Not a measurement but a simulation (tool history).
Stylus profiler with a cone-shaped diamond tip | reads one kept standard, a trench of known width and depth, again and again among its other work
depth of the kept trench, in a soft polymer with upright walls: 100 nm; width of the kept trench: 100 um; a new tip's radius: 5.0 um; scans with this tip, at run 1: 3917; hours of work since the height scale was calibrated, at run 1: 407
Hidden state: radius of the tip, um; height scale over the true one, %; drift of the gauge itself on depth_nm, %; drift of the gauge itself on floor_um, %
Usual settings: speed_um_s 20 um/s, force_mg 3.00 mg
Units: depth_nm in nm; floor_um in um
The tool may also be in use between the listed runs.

run,hour,speed_um_s,force_mg,scans with this tip,hours of work since the height scale was calibrated,depth_nm,floor_um
1,0.0,20,3.00,3917,407,101.60,97.77
2,8.7,20,6.87,3972,413,102.68,97.77
3,19.3,20,6.87,4040,420,102.77,97.78
4,33.3,20,7.86,4130,429,102.87,97.74
5,49.4,20,3.00,4233,440,101.67,97.67
6,57.9,20,3.00,4287,446,101.53,97.76
7,66.7,29,3.00,4343,452,101.57,97.74
8,77.0,10,3.00,4409,458,101.69,97.80
9,85.5,20,2.64,4464,464,101.57,97.70
10,103.7,20,2.64,4580,476,101.56,97.75
11,122.2,8,3.00,4699,488,101.69,97.75
12,137.3,8,3.00,4795,498,101.70,97.73
13,151.0,8,3.00,4882,508,101.63,97.69
14,164.3,8,3.00,4967,516,101.58,97.70
15,183.4,8,3.00,5089,529,101.63,97.71
16,198.4,16,3.00,5186,539,101.62,97.71
17,214.1,16,3.00,5286,550,101.62,97.68
18,233.0,12,3.00,5407,562,101.72,97.69
19,252.8,27,3.00,5534,575,101.63,97.66
20,263.7,22,1.04,5603,583,100.90,97.61
21,279.2,14,1.13,5703,593,100.89,97.69
22,288.7,11,5.22,5763,599,102.34,97.74
23,299.1,10,1.20,5829,606,100.97,97.68
24,319.1,10,1.20,5958,619,100.97,97.66
25,328.0,18,4.78,6014,625,102.24,97.68
26,339.2,13,4.78,6086,633,102.19,97.66
27,353.4,13,4.78,6177,642,102.26,97.67
28,372.3,40,3.30,6298,655,101.79,97.53
29,386.0,14,3.05,6386,664,101.84,97.67
30,405.5,10,8.40,6510,677,103.16,97.69
31,421.4,7,4.14,6612,687,102.05,97.66
32,430.7,34,3.66,6671,694,101.87,97.56
33,442.2,80,1.88,6745,701,101.29,97.35
34,456.1,13,1.41,6834,710,101.17,97.67
35,469.7,13,1.41,6921,719,101.22,97.63
36,479.9,13,1.41,6986,726,101.11,97.59

3 ways to go on from here, each from the tool as it stands after run 36. What would each give?
A,498.9,68,3.51,7108,739,?,?
B,498.9,6,2.97,7108,739,?,?
C,498.9,13,8.93,7108,739,?,?

run,depth_nm,floor_um
A,101.98,97.50
B,101.75,97.66
C,103.40,97.58
Without the tool's hidden state the same runs would have given:
run,depth_nm,floor_um
A,101.71,97.83
B,101.49,98.00
C,103.14,97.91
